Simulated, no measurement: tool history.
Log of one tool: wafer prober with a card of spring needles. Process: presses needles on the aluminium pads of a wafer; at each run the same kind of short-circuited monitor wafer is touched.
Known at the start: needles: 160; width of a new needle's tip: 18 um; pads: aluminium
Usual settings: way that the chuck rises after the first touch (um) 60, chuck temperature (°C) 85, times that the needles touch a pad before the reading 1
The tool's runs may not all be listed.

run     day  way that the chuck rises after the first touch (um)  chuck temperature (°C)  times that the needles touch a pad before the reading  resistance of one needle with its contact and lead (mohm)  way that a needle slides on the pad (um)
  1   0.000                                                   60                      85                                                      1                                                        241                                      8.99
      0.467  -- tips cleaned on abrasive film
  2   0.617                                                   60                      85                                                      1                                                        224                                      9.01
      1.588  -- tips cleaned on abrasive film
  3   1.817                                                   60                      85                                                      1                                                        228                                      9.01
  4   2.350                                                   60                      85                                                      1                                                        247                                      8.99
      2.662  -- tips cleaned on abrasive film
  5   2.942                                                   60                      85                                                      2                                                        224                                      8.98
  6   3.450                                                   60                      85                                                      1                                                        246                                      8.99
      3.700  -- tips cleaned on abrasive film
  7   4.442                                                   60                      85                                                      1                                                        247                                      8.97
      4.750  -- tips cleaned on abrasive film
  8   5.525                                                   60                      85                                                      1                                                        246                                      8.99
      5.875  -- tips cleaned on abrasive film
  9   6.333                                                   55                      85                                                      1                                                        245                                      8.20
      6.979  -- tips cleaned on abrasive film
 10   7.279                                                   60                      57                                                      1                                                        229                                      8.92
 11   7.946                                                   60                      85                                                      1                                                        254                                      8.95
      8.012  -- tips cleaned on abrasive film
 12   8.888                                                   60                      85                                                      1                                                        250                                      8.92
      9.138  -- tips cleaned on abrasive film
 13   9.446                                                   63                      85                                                      1                                                        239                                      9.35
 14  10.146                                                   60                     100                                                      1                                                        258                                      8.92
     10.225  -- tips cleaned on abrasive film
 15  11.246                                                   60                     100                                                      1                                                        257                                      8.91
     11.333  -- tips cleaned on abrasive film
 16  12.233                                                   60                     100                                                      1                                                        253                                      8.88
     12.417  -- tips cleaned on abrasive film
     13.146  -- height of the first contact set anew
 17  13.146                                                   60                      85                                                      1                                                        250                                      9.03
     13.525  -- tips cleaned on abrasive film
 18  14.200                                                   60                      85                                                      1                                                        245                                      9.01
     14.633  -- tips cleaned on abrasive film
 19  14.871                                                   60                      61                                                      1                                                        225                                      9.03
 20  15.558                                                   50                      93                                                      2                                                        253                                      7.51
     15.721  -- tips cleaned on abrasive film
 21  16.525                                                   50                      93                                                      2                                                        251                                      7.50
     16.800  -- tips cleaned on abrasive film
 22  17.388                                                   49                      85                                                      1                                                        266                                      7.34
     17.904  -- tips cleaned on abrasive film
 23  18.438                                                   49                      85                                                      1                                                        263                                      7.34
     18.938  -- tips cleaned on abrasive film
 24  19.325                                                   49                      42                                                      2                                                        234                                      7.31
     20.021  -- tips cleaned on abrasive film
 25  20.021                                                   49                      42                                                      2                                                        209                                      7.31
 26  20.567                                                   60                      85                                                      2                                                        235                                      8.96
     21.067  -- tips cleaned on abrasive film
 27  21.204                                                   60                      85                                                      2                                                        222                                      8.98
     22.112  -- tips cleaned on abrasive film
 28  22.112                                                   57                      60                                                      1                                                        213                                      8.49
 29  22.808                                                   57                      60                                                      1                                                        252                                      8.51
     23.158  -- tips cleaned on abrasive film
 30  23.367                                                   41                     105                                                      2                                                        246                                      6.06
 31  24.117                                                   53                      85                                                      1                                                        265                                      7.87
     24.196  -- tips cleaned on abrasive film
 32  24.704                                                   53                      85                                                      1                                                        255                                      7.88
     25.233  -- tips cleaned on abrasive film
 33  25.400                                                   53                      30                                                      1                                                        227                                      7.86

Forecast each of these 4 alternatives for the next run:
     26.283  -- tips cleaned on abrasive film
  A  26.512                                                   60                      70                                                      1                                                          ?                                         ?
     26.283  -- tips cleaned on abrasive film
  B  26.512                                                   56                      30                                                      1                                                          ?                                         ?
     26.283  -- tips cleaned on abrasive film
  C  26.512                                                   60                      85                                                      2                                                          ?                                         ?
     26.283  -- tips cleaned on abrasive film
  D  26.512                                                   62                      35                                                      1                                                          ?                                         ?

run  resistance of one needle with its contact and lead (mohm)  way that a needle slides on the pad (um)
  A                                                        231                                      8.88
  B                                                        228                                      8.30
  C                                                        221                                      8.90
  D                                                        222                                      9.21
Without the tool's hidden state the same runs would have given:
run  resistance of one needle with its contact and lead (mohm)  way that a needle slides on the pad (um)
  A                                                        208                                      9.03
  B                                                        201                                      8.45
  C                                                        208                                      9.05
  D                                                        199                                      9.36
